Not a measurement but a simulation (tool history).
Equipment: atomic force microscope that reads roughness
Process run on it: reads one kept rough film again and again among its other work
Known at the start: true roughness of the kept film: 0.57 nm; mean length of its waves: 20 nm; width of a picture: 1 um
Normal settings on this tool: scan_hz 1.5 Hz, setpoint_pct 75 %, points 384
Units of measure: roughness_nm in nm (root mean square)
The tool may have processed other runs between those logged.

run	day	scan_hz	setpoint_pct	points	roughness_nm
1	0	1.5	75	384	0.534
2	3.392	1.5	75	384	0.529
# day 3.688: new tip fitted
3	5.321	1.5	75	384	0.527
4	6.9	1.5	75	384	0.528
# day 8.012: new tip fitted
5	9.888	1.5	74	384	0.531
# day 12.2: new tip fitted
6	12.775	1.5	74	384	0.53
7	14.683	0.6	74	384	0.535
# day 16.425: new tip fitted
8	16.758	0.6	74	384	0.541
9	18.508	0.6	74	384	0.535
# day 20.742: new tip fitted
10	20.817	1.5	75	384	0.53
11	23.679	1.5	75	384	0.528
# day 24.917: new tip fitted
12	25.262	1.5	75	384	0.532
13	27.112	1.5	75	384	0.526
14	28.758	1.5	75	384	0.524
# day 28.988: new tip fitted
15	31.675	1.5	75	384	0.532
# day 33.112: new tip fitted
16	33.283	1.5	75	384	0.527
17	35.204	1.5	75	384	0.529
# day 37.171: new tip fitted
18	37.171	1.5	75	384	0.529
19	39.412	1.5	75	384	0.523
# day 41.283: new tip fitted
20	41.283	1.5	75	384	0.527
21	43.567	1.5	75	384	0.524
# day 45.433: new tip fitted
22	47.092	0.56	75	384	0.541
23	49.171	0.56	75	384	0.535
# day 49.662: new tip fitted
24	52.158	1.89	75	384	0.522
# day 53.933: new tip fitted
25	54.417	1.5	75	972	0.537
26	56.525	2.1	75	519	0.525
# day 58.038: new tip fitted
27	58.462	1.5	89	614	0.516
28	59.925	1.41	69	885	0.536
# day 62.254: new tip fitted
29	62.575	1.41	69	885	0.54
30	64.3	3.62	65	384	0.523
31	65.917	3.83	66	384	0.512

Run 32 has not been measured yet. What should we expect?
# day 66.45: new tip fitted
32	68.571	3.83	66	384	?

{"run 32": {"roughness_nm": 0.517}}
Minus the tool's unlogged condition, the same run would have read roughness_nm 0.519 nm (root mean square).

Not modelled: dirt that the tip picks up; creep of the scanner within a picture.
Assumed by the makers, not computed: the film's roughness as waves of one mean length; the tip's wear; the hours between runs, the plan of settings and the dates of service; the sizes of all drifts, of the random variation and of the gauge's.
